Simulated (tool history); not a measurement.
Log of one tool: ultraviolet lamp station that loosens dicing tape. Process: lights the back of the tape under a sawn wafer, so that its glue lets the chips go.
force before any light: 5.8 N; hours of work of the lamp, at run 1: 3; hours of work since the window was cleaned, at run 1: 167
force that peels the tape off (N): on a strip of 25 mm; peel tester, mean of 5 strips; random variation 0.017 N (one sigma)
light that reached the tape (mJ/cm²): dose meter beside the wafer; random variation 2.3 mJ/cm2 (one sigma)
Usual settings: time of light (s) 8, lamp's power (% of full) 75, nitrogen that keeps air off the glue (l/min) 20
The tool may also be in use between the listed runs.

run,hour,time of light (s),lamp's power (% of full),nitrogen that keeps air off the glue (l/min),hours of work of the lamp,hours of work since the window was cleaned,force that peels the tape off (N),light that reached the tape (mJ/cm²)
1,0,8,75,20,3,167,0.878,228
2,9.5,8,75,20,10,174,0.888,228
3,23.9,8,63,20,21,184,1.154,188
4,40.3,8,63,20,33,196,1.186,186
5,55.9,13,75,20,44,208,0.402,364
6,70.5,8,75,20,55,219,0.932,220
7,82.2,8,75,20,64,227,0.95,222
8,97.4,8,75,20,75,239,0.952,219
9,109,8,75,20,84,247,0.967,211
10,124.5,8,75,20,95,259,0.971,216
11,137.2,8,75,20,104,268,0.96,218
12,146,8,75,20,111,274,0.972,214
13,156.2,8,75,20,118,282,1.019,211
14,163.6,8,75,20,124,287,0.95,209
15,174.2,8,75,20,132,295,0.988,209
16,182.6,8,75,20,138,302,1.042,209
17,192.6,8,75,20,145,309,1.008,209
18,199.9,8,98,20,151,314,0.672,274
19,213.1,8,98,20,160,324,0.657,268
20,224.3,8,75,20,169,332,1.063,201
21,235,8,75,20,177,340,1.063,204
22,246.9,8,95,20,185,349,0.719,256
23,265,7,62,20,199,362,1.644,144
24,280.9,7,62,20,211,374,1.685,149
25,293.2,5,75,10,220,383,2.552,127
26,310,5,75,10,232,396,2.464,123
27,322,5,75,10,241,404,2.566,122
28,339,5,75,10,253,417,2.504,121
29,353,5,75,10,264,427,2.681,120
30,366.7,5,63,14,274,437,2.778,102
31,377.6,6,81,19,282,445,1.588,154
32,389.4,6,64,19,291,454,2.085,118
# hour 390.9: window cleaned of glue's vapour
33,398.4,8,76,22,297,6,0.968,211
34,414.5,8,87,11,309,17,1.147,239
35,427.5,13,76,30,318,27,0.382,337
36,444.8,8,87,17,331,40,0.932,238
37,453.2,15,66,20,337,46,0.455,336
38,466.6,7,99,15,347,56,1.023,232
39,480.2,4,69,20,357,66,2.593,92
40,488,8,60,20,363,72,1.499,162
41,496.2,4,75,20,369,78,2.439,101
42,506.5,6,69,7,377,85,2.607,138
43,520.8,14,65,13,387,96,0.758,298
44,529.2,5,70,20,393,102,2.16,114

Hidden state or all else? Some run-to-run changes of force that peels the tape off (N), split into what the settings, what came in and random variation would give without the hidden state, and what is left for the hidden state (with any gauge scatter that isn't in both results):
The hidden state here: lamp's light, % of a new lamp's; light that the window lets through, % of a clean one's; drift of the gauge itself on peel_n, %; drift of the gauge itself on dose_mj_cm2, %.
Run 32 -> 33: time of light (s) 6 -> 8, lamp's power (% of full) 64 -> 76, nitrogen that keeps air off the glue (l/min) 19 -> 22, window cleaned of glue's vapour. force that peels the tape off (N) -1.117: hidden state -0.284, all else -0.833.
Run 38 -> 39: time of light (s) 7 -> 4, lamp's power (% of full) 99 -> 69, nitrogen that keeps air off the glue (l/min) 15 -> 20. force that peels the tape off (N) +1.57: hidden state +0.116, all else +1.454.
Run 42 -> 43: time of light (s) 6 -> 14, lamp's power (% of full) 69 -> 65, nitrogen that keeps air off the glue (l/min) 7 -> 13. force that peels the tape off (N) -1.849: hidden state -0.17, all else -1.679.
Run 43 -> 44: time of light (s) 14 -> 5, lamp's power (% of full) 65 -> 70, nitrogen that keeps air off the glue (l/min) 13 -> 20. force that peels the tape off (N) +1.402: hidden state +0.19, all else +1.212.

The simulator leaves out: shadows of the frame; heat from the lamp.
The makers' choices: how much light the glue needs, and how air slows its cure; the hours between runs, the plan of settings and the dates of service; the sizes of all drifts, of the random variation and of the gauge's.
